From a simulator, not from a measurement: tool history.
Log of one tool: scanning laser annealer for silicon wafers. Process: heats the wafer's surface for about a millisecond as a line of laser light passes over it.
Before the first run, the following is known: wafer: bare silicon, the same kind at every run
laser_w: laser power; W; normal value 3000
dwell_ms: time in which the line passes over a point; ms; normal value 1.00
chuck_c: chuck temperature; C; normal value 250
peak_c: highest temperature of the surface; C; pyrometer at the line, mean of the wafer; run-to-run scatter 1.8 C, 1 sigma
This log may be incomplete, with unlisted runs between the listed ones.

Run 1, hour 0.0: usual settings. Result: peak_c 979 C.
Run 2, hour 6.4: usual settings but dwell_ms 0.78 ms. Result: peak_c 893 C.
Run 3, hour 12.1: usual settings but dwell_ms 0.78 ms. Result: peak_c 887 C.
Run 4, hour 17.2: usual settings but dwell_ms 0.78 ms. Result: peak_c 892 C.
Run 5, hour 25.8: usual settings but dwell_ms 0.78 ms. Result: peak_c 893 C.
At hour 28.9: window over the wafer cleaned.
Run 6, hour 34.0: usual settings but laser_w 3214 W. Result: peak_c 1046 C.
Run 7, hour 41.5: usual settings. Result: peak_c 983 C.
Run 8, hour 49.4: usual settings but chuck_c 253 C. Result: peak_c 986 C.
Run 9, hour 61.5: usual settings but chuck_c 277 C. Result: peak_c 1008 C.
Run 10, hour 68.2: usual settings but chuck_c 277 C. Result: peak_c 1009 C.
Run 11, hour 80.8: usual settings but chuck_c 277 C. Result: peak_c 1005 C.
Run 12, hour 93.3: usual settings but chuck_c 277 C. Result: peak_c 1007 C.
Run 13, hour 99.0: usual settings but chuck_c 277 C. Result: peak_c 1008 C.
Run 14, hour 111.0: usual settings. Result: peak_c 982 C.
Run 15, hour 120.0: usual settings. Result: peak_c 983 C.
Run 16, hour 127.5: usual settings but laser_w 2672 W. Result: peak_c 882 C.
At hour 134.3: optics aligned, line set to its width.
Run 17, hour 142.2: usual settings but laser_w 2672 W. Result: peak_c 881 C.
Run 18, hour 152.3: usual settings but laser_w 2672 W. Result: peak_c 880 C.
Run 19, hour 163.5: usual settings. Result: peak_c 981 C.
Run 20, hour 172.1: usual settings. Result: peak_c 983 C.
Run 21, hour 180.6: usual settings but chuck_c 287 C. Result: peak_c 1021 C.
Run 22, hour 187.5: usual settings but laser_w 3144 W, dwell_ms 1.05 ms, chuck_c 287 C. Result: peak_c 1084 C.
Run 23, hour 200.1: usual settings but laser_w 3144 W, dwell_ms 1.05 ms, chuck_c 287 C. Result: peak_c 1082 C.
Run 24, hour 208.4: usual settings but laser_w 2556 W, dwell_ms 0.88 ms, chuck_c 242 C. Result: peak_c 802 C.
Run 25, hour 219.9: usual settings but laser_w 2988 W, dwell_ms 0.82 ms, chuck_c 271 C. Result: peak_c 924 C.
Run 26, hour 229.6: usual settings but laser_w 2988 W, dwell_ms 0.82 ms, chuck_c 271 C. Result: peak_c 928 C.
Run 27, hour 236.6: usual settings but laser_w 2760 W, dwell_ms 1.02 ms, chuck_c 271 C. Result: peak_c 938 C.
Run 28, hour 243.1: usual settings but dwell_ms 0.87 ms. Result: peak_c 930 C.
Run 29, hour 250.2: usual settings but chuck_c 284 C. Result: peak_c 1017 C.
Run 30, hour 255.8: usual settings but dwell_ms 0.80 ms, chuck_c 253 C. Result: peak_c 904 C.
Run 31, hour 267.5: usual settings but dwell_ms 0.80 ms, chuck_c 253 C. Result: peak_c 907 C.
Run 32, hour 276.8: usual settings but dwell_ms 0.80 ms, chuck_c 253 C. Result: peak_c 902 C.
Run 33, hour 288.5: usual settings but dwell_ms 0.80 ms, chuck_c 253 C. Result: peak_c 904 C.
Run 34, hour 300.1: usual settings but dwell_ms 0.80 ms, chuck_c 253 C. Result: peak_c 906 C.
Run 35, hour 308.7: usual settings but laser_w 2569 W. Result: peak_c 854 C.
Run 36, hour 316.8: usual settings but dwell_ms 0.95 ms, chuck_c 229 C. Result: peak_c 941 C.
Run 37, hour 322.5: usual settings but dwell_ms 1.18 ms, chuck_c 248 C. Result: peak_c 1047 C.
Run 38, hour 332.8: usual settings but dwell_ms 0.86 ms, chuck_c 231 C. Result: peak_c 908 C.
Run 39, hour 340.3: usual settings but laser_w 3283 W, dwell_ms 1.24 ms, chuck_c 239 C. Result: peak_c 1156 C.
Run 40, hour 350.0: usual settings but laser_w 3283 W, dwell_ms 1.24 ms, chuck_c 239 C. Result: peak_c 1155 C.
Run 41, hour 356.5: usual settings but laser_w 2889 W, dwell_ms 1.24 ms, chuck_c 220 C. Result: peak_c 999 C.

Alternative continuations, all from the tool just after run 41; predict every row:
Run A, hour 364.4: usual settings but laser_w 2889 W, dwell_ms 0.84 ms, chuck_c 279 C. Result: peak_c ?.
Run B, hour 364.4: usual settings but dwell_ms 1.05 ms. Result: peak_c ?.
Run C, hour 364.4: usual settings but laser_w 3287 W, dwell_ms 0.98 ms, chuck_c 217 C. Result: peak_c ?.
Run D, hour 364.4: usual settings but laser_w 2652 W, dwell_ms 0.98 ms, chuck_c 271 C. Result: peak_c ?.

run  peak_c
  A     918
  B     999
  C    1029
  D     888
What these runs would have given with no unlogged condition in the tool:
run  peak_c
  A     919
  B    1000
  C    1030
  D     889
